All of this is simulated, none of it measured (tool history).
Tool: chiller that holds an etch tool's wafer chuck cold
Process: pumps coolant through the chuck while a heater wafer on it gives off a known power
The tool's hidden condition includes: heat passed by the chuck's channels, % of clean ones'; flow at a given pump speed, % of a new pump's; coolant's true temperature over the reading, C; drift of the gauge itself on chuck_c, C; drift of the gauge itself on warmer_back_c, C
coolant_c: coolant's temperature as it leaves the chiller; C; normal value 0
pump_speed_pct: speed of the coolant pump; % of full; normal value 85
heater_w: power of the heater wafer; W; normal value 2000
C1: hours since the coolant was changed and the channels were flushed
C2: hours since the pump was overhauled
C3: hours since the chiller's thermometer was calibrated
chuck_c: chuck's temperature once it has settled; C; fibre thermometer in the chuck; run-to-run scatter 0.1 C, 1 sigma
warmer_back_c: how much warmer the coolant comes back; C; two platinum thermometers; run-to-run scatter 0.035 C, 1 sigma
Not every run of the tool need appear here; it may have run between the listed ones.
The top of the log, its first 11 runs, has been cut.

Run 12, hour 327.3: usual settings but coolant_c -4 C, heater_w 1661 W; C1 799; C2 2784; C3 1619. Result: chuck_c 12.4 C, warmer_back_c 5.51 C.
Run 13, hour 358.0: usual settings; C1 829; C2 2814; C3 1649. Result: chuck_c 19.9 C, warmer_back_c 6.71 C.
Run 14, hour 400.1: usual settings but coolant_c -1 C; C1 871; C2 2856; C3 1691. Result: chuck_c 19.0 C, warmer_back_c 6.70 C.
At hour 404.5: chiller's thermometer calibrated.
Run 15, hour 428.4: usual settings but pump_speed_pct 73 % of full; C1 899; C2 2884; C3 24. Result: chuck_c 22.8 C, warmer_back_c 7.79 C.
Run 16, hour 467.8: usual settings but coolant_c -4 C; C1 938; C2 2923; C3 63. Result: chuck_c 15.8 C, warmer_back_c 6.74 C.
Run 17, hour 509.6: usual settings but pump_speed_pct 69 % of full, heater_w 1077 W; C1 980; C2 2965; C3 105. Result: chuck_c 12.7 C, warmer_back_c 4.42 C.
Run 18, hour 528.1: usual settings but pump_speed_pct 69 % of full, heater_w 1077 W; C1 998; C2 2983; C3 124. Result: chuck_c 12.7 C, warmer_back_c 4.46 C.
Run 19, hour 557.6: usual settings but pump_speed_pct 73 % of full; C1 1028; C2 3013; C3 153. Result: chuck_c 22.8 C, warmer_back_c 7.80 C.
Run 20, hour 596.4: usual settings but coolant_c 3 C, pump_speed_pct 76 % of full, heater_w 2859 W; C1 1067; C2 3052; C3 192. Result: chuck_c 34.6 C, warmer_back_c 10.77 C.
At hour 614.7: chiller's thermometer calibrated, once more.
Run 21, hour 633.1: usual settings but coolant_c 2 C, pump_speed_pct 79 % of full; C1 1102; C2 3087; C3 18. Result: chuck_c 23.6 C, warmer_back_c 7.22 C.
Run 22, hour 675.3: usual settings but coolant_c 2 C, pump_speed_pct 79 % of full; C1 1145; C2 3130; C3 61. Result: chuck_c 23.7 C, warmer_back_c 7.23 C.

Predict the results of run 23:
Run 23, hour 708.5: usual settings but coolant_c 1 C, heater_w 2266 W; C1 1178; C2 3163; C3 94. Result: chuck_c ?, warmer_back_c ?.

{"run 23": {"chuck_c": 24.1, "warmer_back_c": 7.64}}
Minus the tool's unlogged condition, the same run would have read chuck_c 22.0 C, warmer_back_c 7.08 C.
